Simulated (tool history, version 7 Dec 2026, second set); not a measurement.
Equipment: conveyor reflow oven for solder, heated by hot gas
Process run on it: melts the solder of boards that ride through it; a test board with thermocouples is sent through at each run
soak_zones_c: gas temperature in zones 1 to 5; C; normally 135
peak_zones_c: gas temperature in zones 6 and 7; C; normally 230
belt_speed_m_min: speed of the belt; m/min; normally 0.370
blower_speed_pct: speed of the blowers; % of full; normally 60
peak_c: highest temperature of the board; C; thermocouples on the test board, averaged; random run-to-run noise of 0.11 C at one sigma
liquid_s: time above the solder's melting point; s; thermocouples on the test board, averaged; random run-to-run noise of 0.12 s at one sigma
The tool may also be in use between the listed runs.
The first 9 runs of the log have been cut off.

| run | hour | soak_zones_c | peak_zones_c | belt_speed_m_min | blower_speed_pct | peak_c | liquid_s |
|---|---|---|---|---|---|---|---|
| 10 | 242.7 | 135 | 236 | 0.370 | 60 | 221.1 | 76.1 |
| 11 | 267.4 | 135 | 230 | 0.370 | 55 | 214.8 | 69.7 |
|  | 292.2 | flux residue cleaned out of gas plates and filters |
| 12 | 305.4 | 135 | 230 | 0.370 | 55 | 215.8 | 70.7 |
| 13 | 334.7 | 135 | 230 | 0.387 | 60 | 215.1 | 66.9 |
| 14 | 359.9 | 137 | 230 | 0.370 | 60 | 216.8 | 73.0 |
| 15 | 393.8 | 140 | 230 | 0.370 | 60 | 217.3 | 75.0 |
| 16 | 424.0 | 140 | 226 | 0.339 | 64 | 216.8 | 82.6 |
| 17 | 449.8 | 138 | 230 | 0.312 | 60 | 221.7 | 94.3 |
| 18 | 483.8 | 129 | 223 | 0.370 | 60 | 209.3 | 61.2 |
|  | 490.9 | belt drive overhauled, speed set with a stopwatch |
| 19 | 517.8 | 135 | 230 | 0.323 | 60 | 220.3 | 88.3 |
| 20 | 546.4 | 135 | 230 | 0.323 | 60 | 220.4 | 88.2 |
| 21 | 565.8 | 135 | 230 | 0.370 | 57 | 216.1 | 71.4 |
| 22 | 597.8 | 135 | 230 | 0.370 | 57 | 216.2 | 71.4 |
| 23 | 625.3 | 130 | 239 | 0.370 | 58 | 223.3 | 76.1 |
| 24 | 654.7 | 135 | 230 | 0.370 | 76 | 218.9 | 74.9 |
| 25 | 686.7 | 135 | 230 | 0.370 | 89 | 220.3 | 76.7 |
| 26 | 704.1 | 135 | 230 | 0.370 | 89 | 220.3 | 76.5 |
|  | 717.2 | belt drive overhauled, speed set with a stopwatch, once more |
| 27 | 725.0 | 135 | 230 | 0.370 | 89 | 220.2 | 75.6 |
| 28 | 747.9 | 142 | 230 | 0.370 | 82 | 220.3 | 78.7 |
| 29 | 779.2 | 132 | 245 | 0.431 | 51 | 220.5 | 62.1 |
| 30 | 811.0 | 132 | 245 | 0.431 | 51 | 220.4 | 62.0 |

What if the next run were any one of these 5? Each begins from the tool's condition after run 30:
| A | 828.0 | 132 | 223 | 0.362 | 65 | ? | ? |
| B | 828.0 | 137 | 225 | 0.431 | 89 | ? | ? |
| C | 828.0 | 123 | 245 | 0.431 | 51 | ? | ? |
| D | 828.0 | 135 | 230 | 0.343 | 60 | ? | ? |
| E | 828.0 | 135 | 245 | 0.370 | 65 | ? | ? |

| run | peak_c | liquid_s |
|---|---|---|
| A | 210.8 | 65.8 |
| B | 211.5 | 56.8 |
| C | 218.5 | 57.3 |
| D | 218.4 | 79.5 |
| E | 230.5 | 82.9 |
With the hidden condition removed and each run's random variation left untouched, the same runs would have given:
| run | peak_c | liquid_s |
|---|---|---|
| A | 209.2 | 64.3 |
| B | 210.2 | 55.8 |
| C | 217.4 | 56.3 |
| D | 216.7 | 78.0 |
| E | 229.0 | 81.9 |
